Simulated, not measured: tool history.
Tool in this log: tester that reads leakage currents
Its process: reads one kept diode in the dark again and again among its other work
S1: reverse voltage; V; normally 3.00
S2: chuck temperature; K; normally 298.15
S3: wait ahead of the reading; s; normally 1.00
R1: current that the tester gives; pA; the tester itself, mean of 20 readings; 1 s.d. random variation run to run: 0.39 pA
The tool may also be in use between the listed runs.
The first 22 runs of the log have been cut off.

run	hour	S1	S2	S3	R1
23	928.9	9.70	310.15	2.18	522.52
24	955.9	3.00	307.15	1.00	269.23
25	981.4	3.00	307.15	1.00	270.29
26	1020.7	6.33	297.15	5.05	150.95
27	1068.2	3.00	298.15	6.68	125.44
28	1115.4	3.00	298.15	6.68	125.00
29	1160.8	6.72	298.15	1.00	168.12
30	1205.8	1.31	298.15	6.53	93.39
31	1253.5	1.31	293.15	6.53	59.53
32	1289.1	1.31	293.15	6.53	59.60
33	1319.9	6.62	320.15	1.00	992.14
34	1360.2	6.62	320.15	1.00	989.51
35	1385.3	1.31	298.15	1.00	93.32

Estimate the outcome of run 36 from the log above:
36	1415.7	1.31	298.15	1.00	?

Run 36 yielded R1 93.08 pA.
The same run, on a tool lacking any hidden state, would have yielded R1 96.35 pA.
